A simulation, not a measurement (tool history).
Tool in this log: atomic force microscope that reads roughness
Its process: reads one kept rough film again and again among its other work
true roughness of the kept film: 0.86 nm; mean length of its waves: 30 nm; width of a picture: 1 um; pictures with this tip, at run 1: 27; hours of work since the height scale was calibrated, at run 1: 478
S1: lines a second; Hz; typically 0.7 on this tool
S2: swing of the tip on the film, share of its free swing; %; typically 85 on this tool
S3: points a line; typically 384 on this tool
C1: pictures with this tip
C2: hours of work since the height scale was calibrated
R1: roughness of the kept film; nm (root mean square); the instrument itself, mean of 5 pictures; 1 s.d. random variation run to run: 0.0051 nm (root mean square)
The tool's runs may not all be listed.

run	day	S1	S2	S3	C1	C2	R1
1	0	0.7	85	384	27	478	0.77
2	1.558	0.7	85	384	69	501	0.752
3	2.821	0.7	85	384	104	518	0.721
4	4.154	0.7	85	384	140	537	0.717
# day 4.408: new tip fitted
5	4.946	0.7	85	384	15	548	0.778
6	6.442	0.7	85	272	55	569	0.752
# day 6.612: height scale calibrated on a step standard
7	7.8	0.7	56	585	91	17	0.769
8	9.125	0.515	62	865	127	36	0.75
# day 9.875: new tip fitted
9	10.754	0.7	57	257	23	58	0.789
10	11.583	0.7	85	287	46	70	0.757
# day 12.508: height scale calibrated on a step standard, once more
11	12.792	0.51	75	287	78	4	0.771

What differs in the tool's unlogged condition from the final listed run ahead of each entry between runs to the first listed run following it?
After run 4, before run 5: new tip fitted (day 4.408)
  radius of the tip, nm: 35.4 -> 13.5
  the result without the hidden state subtracted from the measured one, R1: -0.067 -> -0.01 nm (root mean square)
After run 6, before run 7: height scale calibrated on a step standard (day 6.612)
  radius of the tip, nm: 20.5 -> 26.7; height scale over the true one, %: -0.1 -> -0.16
  the result without the hidden state subtracted from the measured one, R1: -0.03 -> -0.048 nm (root mean square)
After run 8, before run 9: new tip fitted (day 9.875)
  radius of the tip, nm: 33 -> 14.6; height scale over the true one, %: -0.17 -> -0.18
  the result without the hidden state subtracted from the measured one, R1: -0.065 -> -0.014 nm (root mean square)
After run 10, before run 11: height scale calibrated on a step standard, once more (day 12.508)
  radius of the tip, nm: 18.2 -> 23.4; height scale over the true one, %: -0.18 -> 0.2
  the result without the hidden state subtracted from the measured one, R1: -0.024 -> -0.036 nm (root mean square)
